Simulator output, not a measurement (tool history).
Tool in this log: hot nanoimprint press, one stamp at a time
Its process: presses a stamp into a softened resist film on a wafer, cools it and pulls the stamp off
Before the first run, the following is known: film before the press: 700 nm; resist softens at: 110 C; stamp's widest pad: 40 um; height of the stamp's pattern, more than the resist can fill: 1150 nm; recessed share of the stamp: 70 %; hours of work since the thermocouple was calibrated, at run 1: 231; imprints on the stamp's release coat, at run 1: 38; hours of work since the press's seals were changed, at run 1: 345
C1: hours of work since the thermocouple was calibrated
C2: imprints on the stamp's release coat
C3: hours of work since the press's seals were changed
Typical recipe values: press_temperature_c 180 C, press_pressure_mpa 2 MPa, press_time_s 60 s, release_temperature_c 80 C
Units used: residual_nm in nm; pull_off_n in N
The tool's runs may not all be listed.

Run 1, day 0.000: usual settings; C1 231; C2 38; C3 345. Result: residual_nm 264.2 nm, pull_off_n 117 N.
Run 2, day 1.821: usual settings; C1 263; C2 256; C3 377. Result: residual_nm 264.6 nm, pull_off_n 123 N.
Run 3, day 4.000: usual settings; C1 300; C2 516; C3 414. Result: residual_nm 264.5 nm, pull_off_n 121 N.
Run 4, day 5.017: usual settings; C1 318; C2 637; C3 432. Result: residual_nm 264.3 nm, pull_off_n 119 N.
Run 5, day 6.812: usual settings; C1 348; C2 851; C3 462. Result: residual_nm 265.9 nm, pull_off_n 115 N.
At day 9.021: plate thermocouple calibrated.
Run 6, day 9.221: usual settings; C1 3; C2 1124; C3 502. Result: residual_nm 264.8 nm, pull_off_n 121 N.
At day 9.667: stamp cleaned and given a new release coat.
Run 7, day 11.638: usual settings; C1 41; C2 235; C3 539. Result: residual_nm 266.3 nm, pull_off_n 119 N.
Run 8, day 13.079: usual settings; C1 65; C2 408; C3 563. Result: residual_nm 264.8 nm, pull_off_n 118 N.

Run 9 has not been measured yet. What should we expect?
Run 9, day 14.312: usual settings but press_time_s 64 s, release_temperature_c 86 C; C1 87; C2 555; C3 585. Result: residual_nm ?, pull_off_n ?.

residual_nm: 257.8 nm
pull_off_n: 104 N
Take away the tool's hidden state, keep the run-to-run variation as it was, and the same run would have given residual_nm 258.8 nm, pull_off_n 104 N.
